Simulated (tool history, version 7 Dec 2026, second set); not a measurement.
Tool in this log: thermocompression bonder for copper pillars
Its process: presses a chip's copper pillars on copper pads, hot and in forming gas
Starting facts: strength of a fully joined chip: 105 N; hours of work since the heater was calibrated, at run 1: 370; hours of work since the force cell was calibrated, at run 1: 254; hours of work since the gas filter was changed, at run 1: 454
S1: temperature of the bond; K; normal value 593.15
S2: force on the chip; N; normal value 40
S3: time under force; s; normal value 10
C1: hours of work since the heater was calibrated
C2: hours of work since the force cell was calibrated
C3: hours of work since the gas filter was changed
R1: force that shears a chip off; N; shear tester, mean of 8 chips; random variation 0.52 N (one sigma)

run 1 hour=0.0 | S1=593.15 S2=40 S3=10 | C1=370 C2=254 C3=454 | R1=67.0
-- hour=25.7 forming gas filter changed
run 2 hour=79.6 | S1=593.15 S2=40 S3=10 | C1=408 C2=293 C3=26 | R1=68.0
run 3 hour=176.2 | S1=593.15 S2=40 S3=10 | C1=456 C2=340 C3=74 | R1=67.6
run 4 hour=268.6 | S1=593.15 S2=39 S3=10 | C1=501 C2=386 C3=120 | R1=65.2
run 5 hour=314.4 | S1=593.15 S2=39 S3=10 | C1=524 C2=408 C3=142 | R1=66.4
run 6 hour=396.7 | S1=593.15 S2=39 S3=10 | C1=565 C2=449 C3=183 | R1=66.0
run 7 hour=486.4 | S1=593.15 S2=39 S3=10 | C1=609 C2=493 C3=227 | R1=65.7
-- hour=531.8 heater calibrated with a thermocouple chip
run 8 hour=548.8 | S1=593.15 S2=40 S3=10 | C1=8 C2=523 C3=256 | R1=67.2
run 9 hour=619.7 | S1=585.15 S2=40 S3=10 | C1=43 C2=558 C3=291 | R1=63.8
run 10 hour=700.7 | S1=585.15 S2=40 S3=10 | C1=83 C2=597 C3=331 | R1=64.2
run 11 hour=744.0 | S1=585.15 S2=40 S3=10 | C1=104 C2=619 C3=352 | R1=62.5
run 12 hour=787.3 | S1=585.15 S2=40 S3=10 | C1=126 C2=640 C3=374 | R1=65.1
run 13 hour=831.3 | S1=585.15 S2=40 S3=10 | C1=147 C2=662 C3=395 | R1=64.0
run 14 hour=879.4 | S1=585.15 S2=40 S3=10 | C1=171 C2=685 C3=419 | R1=63.5
run 15 hour=954.9 | S1=593.15 S2=43 S3=10 | C1=208 C2=723 C3=456 | R1=71.6
-- hour=971.5 forming gas filter changed
run 16 hour=1014.7 | S1=593.15 S2=43 S3=10 | C1=237 C2=752 C3=21 | R1=71.3
run 17 hour=1083.0 | S1=568.15 S2=27 S3=15 | C1=271 C2=785 C3=55 | R1=42.6
run 18 hour=1181.6 | S1=568.15 S2=27 S3=15 | C1=319 C2=834 C3=103 | R1=42.2
run 19 hour=1273.4 | S1=568.15 S2=27 S3=15 | C1=365 C2=879 C3=149 | R1=42.2
run 20 hour=1350.1 | S1=568.15 S2=27 S3=15 | C1=402 C2=917 C3=186 | R1=42.3
run 21 hour=1392.9 | S1=568.15 S2=27 S3=15 | C1=423 C2=938 C3=207 | R1=43.2
run 22 hour=1481.9 | S1=593.15 S2=40 S3=10 | C1=467 C2=982 C3=251 | R1=68.0
run 23 hour=1546.7 | S1=593.15 S2=40 S3=10 | C1=499 C2=1013 C3=283 | R1=68.1
run 24 hour=1615.2 | S1=594.15 S2=40 S3=7 | C1=533 C2=1047 C3=317 | R1=61.3
run 25 hour=1695.3 | S1=582.15 S2=40 S3=20 | C1=572 C2=1087 C3=356 | R1=75.8
run 26 hour=1781.7 | S1=588.15 S2=40 S3=20 | C1=615 C2=1129 C3=399 | R1=78.3
-- hour=1813.4 heater calibrated with a thermocouple chip
run 27 hour=1832.9 | S1=588.15 S2=40 S3=20 | C1=10 C2=1153 C3=423 | R1=77.9
-- hour=1918.2 forming gas filter changed
run 28 hour=1929.0 | S1=594.15 S2=59 S3=11 | C1=57 C2=1200 C3=5 | R1=90.4
run 29 hour=2021.8 | S1=594.15 S2=59 S3=11 | C1=102 C2=1246 C3=51 | R1=90.4

Consider 5 possible next runs. They are alternatives, not a sequence: every one starts from the tool as it was left by run 29. What does each give?
run A hour=2070.7 | S1=594.15 S2=25 S3=15 | C1=126 C2=1270 C3=75 | R1=?
run B hour=2070.7 | S1=603.15 S2=41 S3=10 | C1=126 C2=1270 C3=75 | R1=?
run C hour=2070.7 | S1=593.15 S2=40 S3=21 | C1=126 C2=1270 C3=75 | R1=?
run D hour=2070.7 | S1=584.15 S2=54 S3=11 | C1=126 C2=1270 C3=75 | R1=?
run E hour=2070.7 | S1=594.15 S2=59 S3=27 | C1=126 C2=1270 C3=75 | R1=?

run=A R1=49.8
run=B R1=74.5
run=C R1=80.8
run=D R1=81.7
run=E R1=99.9
Stripped of hidden state, with their random variation kept, the same runs would have yielded:
run=A R1=49.7
run=B R1=74.3
run=C R1=80.6
run=D R1=81.6
run=E R1=99.9
